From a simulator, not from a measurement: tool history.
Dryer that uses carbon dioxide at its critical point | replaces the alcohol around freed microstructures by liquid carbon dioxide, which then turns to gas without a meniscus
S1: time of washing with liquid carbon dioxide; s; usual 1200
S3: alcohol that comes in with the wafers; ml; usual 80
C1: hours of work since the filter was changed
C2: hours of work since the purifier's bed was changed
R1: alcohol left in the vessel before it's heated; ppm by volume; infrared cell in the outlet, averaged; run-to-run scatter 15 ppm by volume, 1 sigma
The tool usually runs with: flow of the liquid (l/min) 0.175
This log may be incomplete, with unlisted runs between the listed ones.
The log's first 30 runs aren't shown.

run 31 day=13.146 | S1=1920 flow_of_the_liquid_(l/min)=0.244 S3=30 | C1=309 C2=372 | R1=102
run 32 day=13.475 | S1=1200 flow_of_the_liquid_(l/min)=0.173 S3=47 | C1=312 C2=374 | R1=813
run 33 day=13.8 | S1=900 flow_of_the_liquid_(l/min)=0.253 S3=47 | C1=314 C2=377 | R1=589
run 34 day=14.267 | S1=900 flow_of_the_liquid_(l/min)=0.253 S3=47 | C1=318 C2=381 | R1=591
run 35 day=14.683 | S1=900 flow_of_the_liquid_(l/min)=0.253 S3=47 | C1=321 C2=384 | R1=607
run 36 day=15.042 | S1=900 flow_of_the_liquid_(l/min)=0.253 S3=66 | C1=324 C2=387 | R1=797
run 37 day=15.667 | S1=780 flow_of_the_liquid_(l/min)=0.259 S3=66 | C1=329 C2=392 | R1=1305
run 38 day=16.267 | S1=720 flow_of_the_liquid_(l/min)=0.175 S3=45 | C1=334 C2=397 | R1=4709
run 39 day=16.9 | S1=1200 flow_of_the_liquid_(l/min)=0.206 S3=80 | C1=339 C2=402 | R1=616
run 40 day=17.508 | S1=1080 flow_of_the_liquid_(l/min)=0.124 S3=64 | C1=344 C2=407 | R1=5516
run 41 day=18.092 | S1=900 flow_of_the_liquid_(l/min)=0.206 S3=54 | C1=349 C2=411 | R1=1565
run 42 day=18.65 | S1=1140 flow_of_the_liquid_(l/min)=0.175 S3=21 | C1=353 C2=416 | R1=534
run 43 day=18.954 | S1=840 flow_of_the_liquid_(l/min)=0.107 S3=67 | C1=356 C2=418 | R1=15873
run 44 day=19.471 | S1=840 flow_of_the_liquid_(l/min)=0.107 S3=67 | C1=360 C2=422 | R1=16359
run 45 day=20.033 | S1=1740 flow_of_the_liquid_(l/min)=0.241 S3=67 | C1=364 C2=427 | R1=139
run 46 day=20.333 | S1=1740 flow_of_the_liquid_(l/min)=0.214 S3=115 | C1=367 C2=429 | R1=163

What if the next run were any one of these 3? Each begins from the tool's condition after run 46:
run A day=20.908 | S1=1200 flow_of_the_liquid_(l/min)=0.175 S3=93 | C1=371 C2=434 | R1=?
run B day=20.908 | S1=780 flow_of_the_liquid_(l/min)=0.214 S3=115 | C1=371 C2=434 | R1=?
run C day=20.908 | S1=840 flow_of_the_liquid_(l/min)=0.123 S3=114 | C1=371 C2=434 | R1=?

run=A R1=1561
run=B R1=5097
run=C R1=19900
Had the tool no hidden state, the same runs would have come out as:
run=A R1=1137
run=B R1=4121
run=C R1=17560
